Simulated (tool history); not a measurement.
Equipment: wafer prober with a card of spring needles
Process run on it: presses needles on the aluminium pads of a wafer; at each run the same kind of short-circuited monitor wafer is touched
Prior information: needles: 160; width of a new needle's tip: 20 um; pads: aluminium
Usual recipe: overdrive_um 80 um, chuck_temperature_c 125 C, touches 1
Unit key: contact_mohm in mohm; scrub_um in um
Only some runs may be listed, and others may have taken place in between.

| run | day | overdrive_um | chuck_temperature_c | touches | contact_mohm | scrub_um |
|---|---|---|---|---|---|---|
| 1 | 0.000 | 80 | 125 | 1 | 328 | 16.55 |
| 2 | 0.542 | 80 | 125 | 1 | 389 | 16.57 |
|  | 0.633 | tips cleaned on abrasive film |
| 3 | 1.129 | 80 | 125 | 1 | 376 | 16.57 |
|  | 1.458 | tips cleaned on abrasive film |
| 4 | 1.458 | 80 | 125 | 1 | 294 | 16.55 |
| 5 | 2.038 | 80 | 125 | 1 | 385 | 16.49 |
|  | 2.292 | tips cleaned on abrasive film |
| 6 | 2.425 | 80 | 125 | 1 | 328 | 16.50 |
| 7 | 3.017 | 80 | 125 | 2 | 352 | 16.51 |
|  | 3.133 | tips cleaned on abrasive film |
| 8 | 3.392 | 80 | 125 | 2 | 322 | 16.48 |
| 9 | 3.696 | 80 | 125 | 2 | 347 | 16.48 |
|  | 3.950 | tips cleaned on abrasive film |
| 10 | 4.092 | 80 | 125 | 2 | 314 | 16.46 |
| 11 | 4.621 | 80 | 125 | 2 | 352 | 16.46 |
|  | 4.762 | tips cleaned on abrasive film |
| 12 | 5.008 | 80 | 125 | 2 | 319 | 16.46 |
| 13 | 5.508 | 80 | 59 | 1 | 384 | 16.45 |
|  | 5.596 | tips cleaned on abrasive film |
| 14 | 6.050 | 80 | 59 | 1 | 363 | 16.43 |
|  | 6.167 | height of the first contact set anew |
|  | 6.454 | tips cleaned on abrasive film |
| 15 | 6.554 | 80 | 59 | 1 | 305 | 16.66 |
| 16 | 6.942 | 80 | 59 | 1 | 371 | 16.64 |
|  | 7.262 | tips cleaned on abrasive film |
| 17 | 7.375 | 80 | 59 | 1 | 305 | 16.64 |
| 18 | 7.946 | 80 | 92 | 2 | 343 | 16.66 |
|  | 8.088 | tips cleaned on abrasive film |
| 19 | 8.200 | 93 | 57 | 2 | 280 | 19.35 |
| 20 | 8.538 | 70 | 39 | 1 | 380 | 14.53 |
|  | 8.904 | tips cleaned on abrasive film |
| 21 | 9.042 | 83 | 39 | 2 | 289 | 17.25 |
| 22 | 9.512 | 83 | 39 | 2 | 324 | 17.21 |
|  | 9.738 | tips cleaned on abrasive film |
| 23 | 9.962 | 80 | 124 | 1 | 333 | 16.58 |
| 24 | 10.229 | 80 | 93 | 2 | 329 | 16.58 |
|  | 10.579 | tips cleaned on abrasive film |
| 25 | 10.812 | 80 | 52 | 1 | 330 | 16.55 |
| 26 | 11.292 | 80 | 54 | 2 | 339 | 16.58 |
|  | 11.412 | tips cleaned on abrasive film |
| 27 | 11.683 | 76 | 77 | 2 | 318 | 15.68 |
|  | 12.221 | tips cleaned on abrasive film |
| 28 | 12.229 | 87 | 125 | 3 | 289 | 17.97 |
| 29 | 12.654 | 80 | 71 | 1 | 358 | 16.47 |
| 30 | 12.979 | 80 | 77 | 2 | 342 | 16.46 |
|  | 13.067 | tips cleaned on abrasive film |
| 31 | 13.238 | 80 | 77 | 2 | 296 | 16.50 |

Forecast each of these 5 alternatives for the next run:
| A | 13.646 | 80 | 78 | 1 | ? | ? |
| B | 13.646 | 90 | 49 | 1 | ? | ? |
| C | 13.646 | 74 | 57 | 3 | ? | ? |
| D | 13.646 | 92 | 30 | 1 | ? | ? |
| E | 13.646 | 80 | 36 | 1 | ? | ? |

| run | contact_mohm | scrub_um |
|---|---|---|
| A | 376 | 16.51 |
| B | 349 | 18.60 |
| C | 316 | 15.26 |
| D | 341 | 19.00 |
| E | 375 | 16.52 |
With no hidden state in the tool, these same runs would have given:
| run | contact_mohm | scrub_um |
|---|---|---|
| A | 273 | 16.68 |
| B | 262 | 18.76 |
| C | 271 | 15.42 |
| D | 256 | 19.16 |
| E | 264 | 16.68 |
